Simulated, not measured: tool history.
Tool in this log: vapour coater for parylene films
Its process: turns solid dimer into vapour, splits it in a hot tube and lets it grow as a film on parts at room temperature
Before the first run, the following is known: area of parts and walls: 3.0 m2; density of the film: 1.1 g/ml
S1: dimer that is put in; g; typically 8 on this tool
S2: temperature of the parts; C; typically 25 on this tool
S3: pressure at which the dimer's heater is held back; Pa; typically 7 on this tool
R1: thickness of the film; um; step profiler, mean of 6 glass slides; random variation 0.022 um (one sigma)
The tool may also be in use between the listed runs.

run	hour	S1	S2	S3	R1
1	0	8	25	7	1.13
2	28	8	25	7	1.08
3	55.2	8	25	7	1.07
4	80.6	8	25	3.94	1.22
5	95.9	8	25	3.94	1.2
6	114	8	25	3.94	1.21
7	141.9	8	25	3.94	1.23
8	167.9	8	25	7	1.11
9	189.4	8	25	7	1.06
10	215.6	8	25	7	1.09
11	239	8	25	7	1.11
12	254.6	8	22	7	1.24
13	275.6	8	22	7	1.25
14	303.1	8	22	7	1.26
15	322.3	8	25	9.6	0.97
16	340.6	8	25	9.6	1.01
17	359.3	8	25	9.6	1.01
18	375.6	8	25	7	1.06
19	389.2	8	25	7	1.05
20	414.4	8	17	7	1.51
21	431	8	17	7	1.49
22	443	8	17	7	1.48
23	456.6	6	17	7	1.09
24	480.2	6	17	7	1.06
25	505.1	8	25	2.6	1.15
26	520.8	3	21	4.35	0.47
27	542.5	13	18	4.47	2.43
28	565.9	4	26	2.94	0.57
29	583.8	4	26	2.94	0.52
30	604.4	3	20	10.26	0.46
31	625.5	6	22	4.11	0.94
32	639	8	25	6.12	1.06
33	663.6	8	25	6.12	1.19
34	687.5	8	25	6.12	1.18
35	711.4	8	25	6.12	1.17
36	740.2	8	25	6.12	1.18
37	762.3	6	37	6.56	0.49
38	782.9	7	24	7	1.06
39	800.6	7	24	7	1.07
40	817	8	25	7.04	1.16
41	832.8	4	32	3.5	0.45
42	850.1	4	32	9	0.38
43	865.3	9	26	8.65	1.17
44	882.9	6	27	7	0.74
45	908.8	4	25	6.2	0.57
46	921.3	8	31	7	0.87
47	944.2	8	28	2.41	1.14

Taken out of this log: 1 entry between the listed runs. Where each belongs, and how the hidden state differs across it:
In the gap between runs 32 and 33: trap's valve overhauled (hour 648.8)
  vapour lost through the trap's worn valve, %: 15.6 -> 0.4; true temperature of the parts over the reading, C: 0.69 -> 0.7
  the result without the hidden state subtracted from the measured one, R1: -0.23 -> -0.05 um

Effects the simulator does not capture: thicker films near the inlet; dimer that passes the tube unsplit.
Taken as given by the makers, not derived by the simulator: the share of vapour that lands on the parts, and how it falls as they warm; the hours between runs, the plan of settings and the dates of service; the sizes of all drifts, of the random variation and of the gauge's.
